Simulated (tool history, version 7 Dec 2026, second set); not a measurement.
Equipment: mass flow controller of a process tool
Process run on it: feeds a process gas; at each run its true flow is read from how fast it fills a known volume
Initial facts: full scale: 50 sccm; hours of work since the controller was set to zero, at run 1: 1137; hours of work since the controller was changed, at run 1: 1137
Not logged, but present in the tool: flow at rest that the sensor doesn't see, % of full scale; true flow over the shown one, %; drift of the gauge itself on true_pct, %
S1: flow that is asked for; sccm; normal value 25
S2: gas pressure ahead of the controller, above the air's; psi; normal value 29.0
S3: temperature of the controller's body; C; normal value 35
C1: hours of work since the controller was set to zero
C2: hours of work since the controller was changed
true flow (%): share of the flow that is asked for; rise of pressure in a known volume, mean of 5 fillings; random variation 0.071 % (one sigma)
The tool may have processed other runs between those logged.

Run 1, hour 0.0: usual settings; C1 1137; C2 1137. Result: true flow (%) 101.38.
Run 2, hour 199.7: usual settings but S2 22.2 psi; C1 1259; C2 1259. Result: true flow (%) 101.61.
Run 3, hour 544.2: usual settings but S3 23 C; C1 1469; C2 1469. Result: true flow (%) 100.43.
Run 4, hour 807.3: usual settings but S3 23 C; C1 1630; C2 1630. Result: true flow (%) 100.36.
Run 5, hour 1163.2: usual settings but S3 23 C; C1 1847; C2 1847. Result: true flow (%) 100.53.
Run 6, hour 1575.7: usual settings but S3 23 C; C1 2099; C2 2099. Result: true flow (%) 100.69.
Run 7, hour 1779.4: usual settings but S3 23 C; C1 2223; C2 2223. Result: true flow (%) 100.74.
Run 8, hour 2133.1: usual settings but S3 26 C; C1 2439; C2 2439. Result: true flow (%) 101.31.
Run 9, hour 2523.1: usual settings but S3 26 C; C1 2677; C2 2677. Result: true flow (%) 101.19.
Run 10, hour 2893.0: usual settings but S3 26 C; C1 2903; C2 2903. Result: true flow (%) 101.44.
Run 11, hour 3158.4: usual settings but S3 26 C; C1 3064; C2 3064. Result: true flow (%) 101.49.
Run 12, hour 3382.7: usual settings but S3 26 C; C1 3201; C2 3201. Result: true flow (%) 101.54.
Run 13, hour 3640.0: usual settings but S1 40 sccm; C1 3358; C2 3358. Result: true flow (%) 102.60.
Run 14, hour 3933.6: usual settings but S1 40 sccm; C1 3538; C2 3538. Result: true flow (%) 102.57.
Run 15, hour 4322.5: usual settings but S1 40 sccm; C1 3775; C2 3775. Result: true flow (%) 102.82.
Run 16, hour 4698.9: usual settings but S1 40 sccm; C1 4005; C2 4005. Result: true flow (%) 102.75.
Run 17, hour 5091.0: usual settings but S2 35.1 psi; C1 4244; C2 4244. Result: true flow (%) 102.68.

Predict the results of run 18:
Run 18, hour 5447.3: usual settings but S1 6 sccm, S2 35.5 psi, S3 21 C; C1 4461; C2 4461. Result: true flow (%) ?.

{"run 18": {"true flow (%)": 104.18}}
Take away the tool's hidden state, keep the run-to-run variation as it was, and the same run would have given true flow (%) 98.56.

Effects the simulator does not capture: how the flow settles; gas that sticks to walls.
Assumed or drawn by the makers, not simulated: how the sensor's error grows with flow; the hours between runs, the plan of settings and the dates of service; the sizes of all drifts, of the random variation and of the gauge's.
